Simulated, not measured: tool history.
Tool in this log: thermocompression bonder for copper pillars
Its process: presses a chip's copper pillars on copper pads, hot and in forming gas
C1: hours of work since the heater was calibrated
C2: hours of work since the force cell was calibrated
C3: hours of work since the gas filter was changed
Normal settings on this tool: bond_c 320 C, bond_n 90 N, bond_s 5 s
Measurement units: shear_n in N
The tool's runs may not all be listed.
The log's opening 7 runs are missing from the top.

Run 8, day 3.283: usual settings; C1 328; C2 212; C3 197. Result: shear_n 109.2 N.
Run 9, day 3.6: usual settings; C1 332; C2 216; C3 201. Result: shear_n 109.7 N.
Run 10, day 3.9: usual settings; C1 336; C2 220; C3 205. Result: shear_n 108.9 N.
Run 11, day 4.342: usual settings; C1 342; C2 225; C3 210. Result: shear_n 109.5 N.
Run 12, day 4.629: usual settings; C1 345; C2 229; C3 214. Result: shear_n 109.3 N.
Run 13, day 5.025: usual settings; C1 350; C2 234; C3 219. Result: shear_n 110.3 N.
Run 14, day 5.3: usual settings but bond_s 15 s; C1 354; C2 238; C3 222. Result: shear_n 134.2 N.
Run 15, day 5.612: usual settings but bond_s 8 s; C1 358; C2 241; C3 226. Result: shear_n 120.9 N.
Run 16, day 5.904: usual settings but bond_s 8 s; C1 361; C2 245; C3 230. Result: shear_n 121.2 N.
Run 17, day 6.229: usual settings; C1 366; C2 249; C3 234. Result: shear_n 110.3 N.
Run 18, day 6.812: usual settings; C1 373; C2 257; C3 241. Result: shear_n 110.3 N.
Run 19, day 7.438: usual settings; C1 381; C2 265; C3 249. Result: shear_n 109.5 N.
Run 20, day 7.9: usual settings; C1 387; C2 270; C3 255. Result: shear_n 110.4 N.

Expected results for the next run?
Run 21, day 8.212: usual settings but bond_c 315 C, bond_s 6 s; C1 391; C2 274; C3 259. Result: shear_n ?.

Logged for run 21: shear_n 111.6 N.
Were there no unlogged condition in the tool, this run, its random variation unchanged, would have produced shear_n 110.1 N.
